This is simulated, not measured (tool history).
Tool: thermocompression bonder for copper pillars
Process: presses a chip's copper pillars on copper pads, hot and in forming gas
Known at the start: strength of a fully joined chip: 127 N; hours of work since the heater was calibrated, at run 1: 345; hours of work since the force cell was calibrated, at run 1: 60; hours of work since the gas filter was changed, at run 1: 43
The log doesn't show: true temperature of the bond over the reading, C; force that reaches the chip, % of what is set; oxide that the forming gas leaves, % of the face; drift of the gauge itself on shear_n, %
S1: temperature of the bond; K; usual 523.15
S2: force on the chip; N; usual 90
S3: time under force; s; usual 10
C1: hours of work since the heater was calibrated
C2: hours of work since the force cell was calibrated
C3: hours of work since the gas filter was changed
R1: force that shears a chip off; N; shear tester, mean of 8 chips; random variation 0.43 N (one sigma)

{"run": 1, "day": 0.0, "S1": 523.15, "S2": 90, "S3": 10, "C1": 345, "C2": 60, "C3": 43, "R1": 58.7}
{"run": 2, "day": 0.604, "S1": 523.15, "S2": 64, "S3": 10, "C1": 354, "C2": 68, "C3": 51, "R1": 43.0}
{"run": 3, "day": 1.133, "S1": 523.15, "S2": 90, "S3": 10, "C1": 361, "C2": 75, "C3": 58, "R1": 57.5}
{"run": 4, "day": 1.704, "S1": 523.15, "S2": 90, "S3": 10, "C1": 368, "C2": 83, "C3": 66, "R1": 57.4}
{"run": 5, "day": 2.338, "S1": 523.15, "S2": 90, "S3": 10, "C1": 377, "C2": 92, "C3": 74, "R1": 57.9}
{"run": 6, "day": 2.692, "S1": 523.15, "S2": 76, "S3": 10, "C1": 382, "C2": 96, "C3": 79, "R1": 49.5}
{"run": 7, "day": 3.208, "S1": 523.15, "S2": 90, "S3": 10, "C1": 389, "C2": 103, "C3": 86, "R1": 56.9}
{"run": 8, "day": 3.6, "S1": 523.15, "S2": 128, "S3": 10, "C1": 394, "C2": 109, "C3": 91, "R1": 74.0}
{"run": 9, "day": 3.975, "S1": 523.15, "S2": 128, "S3": 10, "C1": 399, "C2": 114, "C3": 96, "R1": 73.9}
{"run": 10, "day": 4.688, "S1": 523.15, "S2": 90, "S3": 5, "C1": 409, "C2": 123, "C3": 106, "R1": 42.8}
{"run": 11, "day": 5.396, "S1": 523.15, "S2": 90, "S3": 10, "C1": 418, "C2": 133, "C3": 116, "R1": 56.3}
{"run": 12, "day": 5.862, "S1": 529.15, "S2": 90, "S3": 10, "C1": 424, "C2": 139, "C3": 122, "R1": 60.7}
{"run": 13, "day": 6.388, "S1": 523.15, "S2": 90, "S3": 10, "C1": 431, "C2": 146, "C3": 129, "R1": 56.0}
{"run": 14, "day": 6.867, "S1": 523.15, "S2": 90, "S3": 10, "C1": 438, "C2": 153, "C3": 135, "R1": 55.5}
{"run": 15, "day": 7.379, "S1": 523.15, "S2": 90, "S3": 10, "C1": 445, "C2": 160, "C3": 142, "R1": 55.6}
{"run": 16, "day": 8.142, "S1": 523.15, "S2": 90, "S3": 10, "C1": 455, "C2": 170, "C3": 153, "R1": 54.6}
{"run": 17, "day": 8.496, "S1": 523.15, "S2": 90, "S3": 10, "C1": 460, "C2": 175, "C3": 157, "R1": 55.1}
{"run": 18, "day": 9.133, "S1": 523.15, "S2": 90, "S3": 5, "C1": 468, "C2": 183, "C3": 166, "R1": 42.4}
{"run": 19, "day": 9.812, "S1": 523.15, "S2": 90, "S3": 5, "C1": 478, "C2": 192, "C3": 175, "R1": 41.5}
{"run": 20, "day": 10.646, "S1": 511.15, "S2": 90, "S3": 18, "C1": 489, "C2": 204, "C3": 186, "R1": 57.5}
{"run": 21, "day": 11.046, "S1": 511.15, "S2": 90, "S3": 18, "C1": 494, "C2": 209, "C3": 192, "R1": 57.2}
{"run": 22, "day": 11.671, "S1": 511.15, "S2": 90, "S3": 18, "C1": 503, "C2": 217, "C3": 200, "R1": 56.9}
{"day": 11.988, "done": "forming gas filter changed"}
{"run": 23, "day": 12.392, "S1": 508.15, "S2": 90, "S3": 21, "C1": 512, "C2": 227, "C3": 5, "R1": 61.2}
{"run": 24, "day": 13.171, "S1": 500.15, "S2": 90, "S3": 24, "C1": 523, "C2": 237, "C3": 16, "R1": 57.1}
{"run": 25, "day": 13.638, "S1": 525.15, "S2": 90, "S3": 22, "C1": 529, "C2": 244, "C3": 22, "R1": 76.3}
{"run": 26, "day": 14.383, "S1": 534.15, "S2": 90, "S3": 22, "C1": 539, "C2": 254, "C3": 32, "R1": 83.5}
{"run": 27, "day": 15.104, "S1": 523.15, "S2": 62, "S3": 8, "C1": 549, "C2": 263, "C3": 42, "R1": 38.0}

Forecast each of these 3 alternatives for the next run:
{"run": "A", "day": 15.75, "S1": 535.15, "S2": 103, "S3": 10, "C1": 557, "C2": 272, "C3": 51, "R1": "?"}
{"run": "B", "day": 15.75, "S1": 533.15, "S2": 55, "S3": 11, "C1": 557, "C2": 272, "C3": 51, "R1": "?"}
{"run": "C", "day": 15.75, "S1": 545.15, "S2": 55, "S3": 10, "C1": 557, "C2": 272, "C3": 51, "R1": "?"}

run=A R1=72.5
run=B R1=44.4
run=C R1=50.4
Without the tool's hidden state the same runs would have given:
run=A R1=78.4
run=B R1=48.9
run=C R1=55.1

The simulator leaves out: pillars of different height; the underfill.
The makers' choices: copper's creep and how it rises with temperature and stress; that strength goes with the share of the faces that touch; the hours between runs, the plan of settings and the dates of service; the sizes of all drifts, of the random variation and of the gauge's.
